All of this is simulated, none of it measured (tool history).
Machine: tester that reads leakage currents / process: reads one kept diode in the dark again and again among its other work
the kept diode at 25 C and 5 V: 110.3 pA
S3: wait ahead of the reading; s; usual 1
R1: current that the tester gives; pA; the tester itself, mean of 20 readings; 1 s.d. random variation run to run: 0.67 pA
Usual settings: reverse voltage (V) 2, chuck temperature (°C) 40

run 1 hour=0 | reverse_voltage_(V)=2 chuck_temperature_(°C)=40 S3=1 | R1=209.66
run 2 hour=149 | reverse_voltage_(V)=2 chuck_temperature_(°C)=40 S3=1 | R1=207.36
run 3 hour=237.1 | reverse_voltage_(V)=2 chuck_temperature_(°C)=40 S3=1 | R1=208.01
run 4 hour=339 | reverse_voltage_(V)=2 chuck_temperature_(°C)=40 S3=0.51 | R1=207.43
run 5 hour=408.9 | reverse_voltage_(V)=2 chuck_temperature_(°C)=40 S3=0.51 | R1=206.56
run 6 hour=486.7 | reverse_voltage_(V)=2 chuck_temperature_(°C)=40 S3=0.51 | R1=206.08
run 7 hour=631.9 | reverse_voltage_(V)=2 chuck_temperature_(°C)=40 S3=0.51 | R1=205.44
-- hour=780.4 chuck's temperature calibrated
run 8 hour=791.4 | reverse_voltage_(V)=2 chuck_temperature_(°C)=40 S3=0.51 | R1=219.79
run 9 hour=930.2 | reverse_voltage_(V)=2 chuck_temperature_(°C)=37 S3=0.51 | R1=171.7
run 10 hour=1006.3 | reverse_voltage_(V)=2 chuck_temperature_(°C)=37 S3=0.51 | R1=173.72
run 11 hour=1115.1 | reverse_voltage_(V)=2 chuck_temperature_(°C)=37 S3=0.51 | R1=172.27
run 12 hour=1270.1 | reverse_voltage_(V)=2 chuck_temperature_(°C)=37 S3=0.51 | R1=171.7
run 13 hour=1401.7 | reverse_voltage_(V)=2 chuck_temperature_(°C)=37 S3=0.51 | R1=171.45
run 14 hour=1515.7 | reverse_voltage_(V)=2 chuck_temperature_(°C)=37 S3=0.51 | R1=169.66
run 15 hour=1662.1 | reverse_voltage_(V)=2 chuck_temperature_(°C)=37 S3=0.51 | R1=169.35
run 16 hour=1812.2 | reverse_voltage_(V)=2 chuck_temperature_(°C)=37 S3=1 | R1=169.53
run 17 hour=1933.5 | reverse_voltage_(V)=2 chuck_temperature_(°C)=37 S3=0.98 | R1=167.83
run 18 hour=2028.6 | reverse_voltage_(V)=2 chuck_temperature_(°C)=37 S3=0.98 | R1=168.56
run 19 hour=2155.9 | reverse_voltage_(V)=2 chuck_temperature_(°C)=37 S3=0.98 | R1=167.4
-- hour=2173.6 tester calibrated
run 20 hour=2303 | reverse_voltage_(V)=2 chuck_temperature_(°C)=37 S3=0.98 | R1=171.53
-- hour=2393.9 probe card cleaned and baked
run 21 hour=2449.8 | reverse_voltage_(V)=2 chuck_temperature_(°C)=40 S3=4.63 | R1=213.85
run 22 hour=2601.1 | reverse_voltage_(V)=2.3 chuck_temperature_(°C)=40 S3=9.02 | R1=231.23
run 23 hour=2697.6 | reverse_voltage_(V)=1.36 chuck_temperature_(°C)=53 S3=5.96 | R1=455.36
run 24 hour=2855.8 | reverse_voltage_(V)=4.82 chuck_temperature_(°C)=32 S3=0.43 | R1=186.21
run 25 hour=3006.2 | reverse_voltage_(V)=5.76 chuck_temperature_(°C)=26 S3=4.19 | R1=124.08
run 26 hour=3088.2 | reverse_voltage_(V)=17.97 chuck_temperature_(°C)=25 S3=1 | R1=224.14
run 27 hour=3203.1 | reverse_voltage_(V)=17.97 chuck_temperature_(°C)=25 S3=1 | R1=225.26
run 28 hour=3277.5 | reverse_voltage_(V)=1.28 chuck_temperature_(°C)=40 S3=0.69 | R1=160.33
run 29 hour=3405.8 | reverse_voltage_(V)=1.28 chuck_temperature_(°C)=40 S3=0.69 | R1=158.89
run 30 hour=3494.7 | reverse_voltage_(V)=1.4 chuck_temperature_(°C)=44 S3=3.35 | R1=230.81
run 31 hour=3616.7 | reverse_voltage_(V)=1.4 chuck_temperature_(°C)=44 S3=3.35 | R1=229.45
run 32 hour=3682.4 | reverse_voltage_(V)=3.43 chuck_temperature_(°C)=28 S3=1 | R1=106.36
run 33 hour=3780.1 | reverse_voltage_(V)=3.43 chuck_temperature_(°C)=28 S3=1 | R1=106.2
run 34 hour=3909.5 | reverse_voltage_(V)=1 chuck_temperature_(°C)=21 S3=0.7 | R1=27.78
run 35 hour=3983.3 | reverse_voltage_(V)=3.07 chuck_temperature_(°C)=49 S3=4.98 | R1=530.62
run 36 hour=4139.8 | reverse_voltage_(V)=1.12 chuck_temperature_(°C)=40 S3=1 | R1=144.52
run 37 hour=4251.1 | reverse_voltage_(V)=16 chuck_temperature_(°C)=27 S3=0.52 | R1=247.12
run 38 hour=4382.8 | reverse_voltage_(V)=1.06 chuck_temperature_(°C)=27 S3=0.52 | R1=47.94
-- hour=4448.6 chuck's temperature calibrated
run 39 hour=4480.7 | reverse_voltage_(V)=1.06 chuck_temperature_(°C)=27 S3=0.52 | R1=52.95
run 40 hour=4607 | reverse_voltage_(V)=12.75 chuck_temperature_(°C)=40 S3=0.33 | R1=668.4

Pick out some run-to-run changes in R1. Of each, how much would a tool without hidden state show as well, from the settings, what came in and chance, and how much is left for the hidden state and any gauge scatter not in both results compared?
Hidden conditions of the tool in this case: stray current of the dirty probe card, pA a volt; current scale over the true one, %; true chuck temperature over the reading, C; drift of the gauge itself on leakage_pa, %.
Run 7 -> 8: chuck's temperature calibrated. R1 +14.35 pA: hidden state +13.61, all else +0.74.
Run 34 -> 35: reverse voltage (V) 1 -> 3.07, chuck temperature (°C) 21 -> 49, S3 0.7 -> 4.98. R1 +502.84 pA: hidden state -42.13, all else +544.97.
Run 35 -> 36: reverse voltage (V) 3.07 -> 1.12, chuck temperature (°C) 49 -> 40, S3 4.98 -> 1. R1 -386.1 pA: hidden state +31.12, all else -417.22.
Run 39 -> 40: reverse voltage (V) 1.06 -> 12.75, chuck temperature (°C) 27 -> 40, S3 0.52 -> 0.33. R1 +615.45 pA: hidden state -0.83, all else +616.28.
